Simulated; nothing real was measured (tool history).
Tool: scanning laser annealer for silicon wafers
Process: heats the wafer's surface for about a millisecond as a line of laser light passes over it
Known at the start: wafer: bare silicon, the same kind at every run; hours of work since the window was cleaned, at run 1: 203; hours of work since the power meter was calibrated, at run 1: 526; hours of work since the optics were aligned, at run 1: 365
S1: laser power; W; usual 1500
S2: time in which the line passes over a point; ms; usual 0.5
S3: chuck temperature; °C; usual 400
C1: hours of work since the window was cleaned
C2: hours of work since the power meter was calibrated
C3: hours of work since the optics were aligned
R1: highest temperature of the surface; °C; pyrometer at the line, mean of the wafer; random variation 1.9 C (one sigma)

Run 1, day 0: usual settings; C1 203; C2 526; C3 365. Result: R1 1100 °C.
Run 2, day 0.483: usual settings; C1 211; C2 534; C3 373. Result: R1 1098 °C.
Run 3, day 1.367: usual settings; C1 226; C2 549; C3 388. Result: R1 1100 °C.
Run 4, day 2.167: usual settings; C1 239; C2 563; C3 402. Result: R1 1101 °C.
Run 5, day 3.05: usual settings; C1 254; C2 578; C3 416. Result: R1 1096 °C.
Run 6, day 3.667: usual settings but S1 1284 W; C1 265; C2 588; C3 427. Result: R1 991 °C.
Run 7, day 4.279: usual settings; C1 275; C2 598; C3 437. Result: R1 1096 °C.
Run 8, day 5.1: usual settings; C1 289; C2 612; C3 451. Result: R1 1095 °C.
Run 9, day 5.833: usual settings; C1 301; C2 624; C3 463. Result: R1 1095 °C.
Run 10, day 6.667: usual settings; C1 315; C2 638; C3 477. Result: R1 1096 °C.
Run 11, day 7.083: usual settings; C1 322; C2 645; C3 484. Result: R1 1093 °C.
Run 12, day 7.6: usual settings; C1 331; C2 654; C3 493. Result: R1 1092 °C.
Run 13, day 8.479: usual settings but S3 393 °C; C1 346; C2 669; C3 508. Result: R1 1083 °C.
Run 14, day 9.192: usual settings but S3 393 °C; C1 358; C2 681; C3 520. Result: R1 1083 °C.
Run 15, day 9.6: usual settings but S3 393 °C; C1 364; C2 688; C3 526. Result: R1 1086 °C.
Run 16, day 10.408: usual settings but S3 393 °C; C1 378; C2 701; C3 540. Result: R1 1086 °C.
Run 17, day 10.908: usual settings but S2 0.441 ms; C1 386; C2 710; C3 548. Result: R1 1043 °C.
Run 18, day 11.388: usual settings but S2 0.441 ms; C1 394; C2 718; C3 556. Result: R1 1042 °C.
Run 19, day 12.088: usual settings but S2 0.441 ms; C1 406; C2 729; C3 568. Result: R1 1042 °C.
Run 20, day 12.858: usual settings but S2 0.441 ms; C1 419; C2 742; C3 581. Result: R1 1040 °C.
Run 21, day 13.475: usual settings but S2 0.454 ms; C1 429; C2 753; C3 592. Result: R1 1055 °C.
Run 22, day 13.917: usual settings but S1 1542 W, S2 0.605 ms, S3 431 °C; C1 437; C2 760; C3 599. Result: R1 1217 °C.
Run 23, day 14.629: usual settings but S2 0.545 ms; C1 449; C2 772; C3 611. Result: R1 1125 °C.
Run 24, day 15.554: usual settings but S2 0.545 ms; C1 464; C2 788; C3 626. Result: R1 1118 °C.
Run 25, day 16.2: usual settings but S2 0.411 ms; C1 475; C2 798; C3 637. Result: R1 1016 °C.
Run 26, day 16.729: usual settings but S1 1622 W, S2 0.411 ms, S3 402 °C; C1 484; C2 807; C3 646. Result: R1 1068 °C.
Run 27, day 17.333: usual settings but S1 1637 W, S2 0.417 ms, S3 389 °C; C1 494; C2 818; C3 656. Result: R1 1069 °C.
Run 28, day 17.812: usual settings but S1 1277 W, S2 0.417 ms, S3 423 °C; C1 502; C2 826; C3 664. Result: R1 946 °C.
Run 29, day 18.45: usual settings but S1 1451 W, S2 0.478 ms, S3 418 °C; C1 513; C2 836; C3 675. Result: R1 1064 °C.
Run 30, day 19.008: usual settings but S1 1626 W, S2 0.386 ms, S3 437 °C; C1 522; C2 846; C3 685. Result: R1 1082 °C.
Run 31, day 19.412: usual settings but S1 1324 W, S2 0.386 ms, S3 437 °C; C1 529; C2 852; C3 691. Result: R1 958 °C.
Run 32, day 19.867: usual settings but S2 0.572 ms, S3 402 °C; C1 537; C2 860; C3 699. Result: R1 1136 °C.
Run 33, day 20.675: usual settings but S2 0.495 ms; C1 550; C2 874; C3 713. Result: R1 1079 °C.
Run 34, day 21.458: usual settings but S1 1297 W, S3 383 °C; C1 564; C2 887; C3 726. Result: R1 966 °C.
Run 35, day 22.238: usual settings but S1 1520 W, S2 0.398 ms, S3 381 °C; C1 577; C2 900; C3 739. Result: R1 987 °C.
Run 36, day 22.742: usual settings but S1 1380 W, S2 0.458 ms; C1 585; C2 908; C3 747. Result: R1 993 °C.
Run 37, day 23.375: usual settings but S1 1380 W, S2 0.414 ms, S3 381 °C; C1 596; C2 919; C3 758. Result: R1 941 °C.
Run 38, day 24.225: usual settings but S3 365 °C; C1 610; C2 933; C3 772. Result: R1 1044 °C.
Run 39, day 24.771: usual settings but S1 1325 W, S3 375 °C; C1 619; C2 942; C3 781. Result: R1 973 °C.

The next listed run, before its measurement:
Run 40, day 25.671: usual settings but S1 1613 W, S2 0.569 ms; C1 634; C2 958; C3 796. Result: R1 ?.

R1: 1189 °C
Without the tool's hidden state the same run would have given R1 1229 °C.

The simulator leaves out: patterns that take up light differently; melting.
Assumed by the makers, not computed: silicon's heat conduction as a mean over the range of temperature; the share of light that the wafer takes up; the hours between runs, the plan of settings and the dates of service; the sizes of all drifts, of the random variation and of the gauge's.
